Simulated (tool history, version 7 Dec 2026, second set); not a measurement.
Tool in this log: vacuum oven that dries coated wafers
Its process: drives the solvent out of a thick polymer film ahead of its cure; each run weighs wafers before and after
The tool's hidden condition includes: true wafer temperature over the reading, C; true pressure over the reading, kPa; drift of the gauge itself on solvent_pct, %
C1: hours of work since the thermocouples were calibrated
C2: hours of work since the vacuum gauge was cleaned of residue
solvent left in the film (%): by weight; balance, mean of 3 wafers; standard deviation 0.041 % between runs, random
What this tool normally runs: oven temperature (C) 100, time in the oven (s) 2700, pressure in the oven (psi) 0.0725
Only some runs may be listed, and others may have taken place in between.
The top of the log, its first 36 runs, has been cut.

run 37 hour=1088.2 | oven_temperature_(C)=100 time_in_the_oven_(s)=3600 pressure_in_the_oven_(psi)=0.0725 | C1=111 C2=780 | solvent_left_in_the_film_(%)=2.25
run 38 hour=1124.1 | oven_temperature_(C)=100 time_in_the_oven_(s)=4080 pressure_in_the_oven_(psi)=0.0725 | C1=136 C2=806 | solvent_left_in_the_film_(%)=1.83
run 39 hour=1159.1 | oven_temperature_(C)=100 time_in_the_oven_(s)=4080 pressure_in_the_oven_(psi)=0.0725 | C1=161 C2=830 | solvent_left_in_the_film_(%)=1.77
run 40 hour=1197.3 | oven_temperature_(C)=100 time_in_the_oven_(s)=4080 pressure_in_the_oven_(psi)=0.0725 | C1=188 C2=857 | solvent_left_in_the_film_(%)=1.83
run 41 hour=1225.8 | oven_temperature_(C)=105 time_in_the_oven_(s)=3720 pressure_in_the_oven_(psi)=0.2238 | C1=208 C2=877 | solvent_left_in_the_film_(%)=1.82
run 42 hour=1253 | oven_temperature_(C)=105 time_in_the_oven_(s)=3720 pressure_in_the_oven_(psi)=0.2238 | C1=227 C2=897 | solvent_left_in_the_film_(%)=1.78
run 43 hour=1284.2 | oven_temperature_(C)=105 time_in_the_oven_(s)=3720 pressure_in_the_oven_(psi)=0.2238 | C1=249 C2=919 | solvent_left_in_the_film_(%)=1.79
run 44 hour=1316.5 | oven_temperature_(C)=105 time_in_the_oven_(s)=3720 pressure_in_the_oven_(psi)=0.2238 | C1=272 C2=941 | solvent_left_in_the_film_(%)=1.81
run 45 hour=1349.6 | oven_temperature_(C)=104 time_in_the_oven_(s)=3720 pressure_in_the_oven_(psi)=0.0397 | C1=295 C2=965 | solvent_left_in_the_film_(%)=1.37
run 46 hour=1374.3 | oven_temperature_(C)=100 time_in_the_oven_(s)=2700 pressure_in_the_oven_(psi)=0.0725 | C1=313 C2=982 | solvent_left_in_the_film_(%)=3.52
run 47 hour=1414.2 | oven_temperature_(C)=100 time_in_the_oven_(s)=3480 pressure_in_the_oven_(psi)=0.0677 | C1=341 C2=1010 | solvent_left_in_the_film_(%)=2.34
run 48 hour=1444.3 | oven_temperature_(C)=100 time_in_the_oven_(s)=2400 pressure_in_the_oven_(psi)=0.0677 | C1=362 C2=1032 | solvent_left_in_the_film_(%)=4.12

What if the next run were any one of these 3? Each begins from the tool's condition after run 48:
run A hour=1485.2 | oven_temperature_(C)=100 time_in_the_oven_(s)=2400 pressure_in_the_oven_(psi)=0.1301 | C1=391 C2=1060 | solvent_left_in_the_film_(%)=?
run B hour=1485.2 | oven_temperature_(C)=100 time_in_the_oven_(s)=4740 pressure_in_the_oven_(psi)=0.0677 | C1=391 C2=1060 | solvent_left_in_the_film_(%)=?
run C hour=1485.2 | oven_temperature_(C)=94 time_in_the_oven_(s)=1380 pressure_in_the_oven_(psi)=0.049 | C1=391 C2=1060 | solvent_left_in_the_film_(%)=?

run=A solvent_left_in_the_film_(%)=4.31
run=B solvent_left_in_the_film_(%)=1.38
run=C solvent_left_in_the_film_(%)=8.62
Stripped of hidden state, with their random variation kept, the same runs would have yielded:
run=A solvent_left_in_the_film_(%)=4.19
run=B solvent_left_in_the_film_(%)=1.2
run=C solvent_left_in_the_film_(%)=8.53

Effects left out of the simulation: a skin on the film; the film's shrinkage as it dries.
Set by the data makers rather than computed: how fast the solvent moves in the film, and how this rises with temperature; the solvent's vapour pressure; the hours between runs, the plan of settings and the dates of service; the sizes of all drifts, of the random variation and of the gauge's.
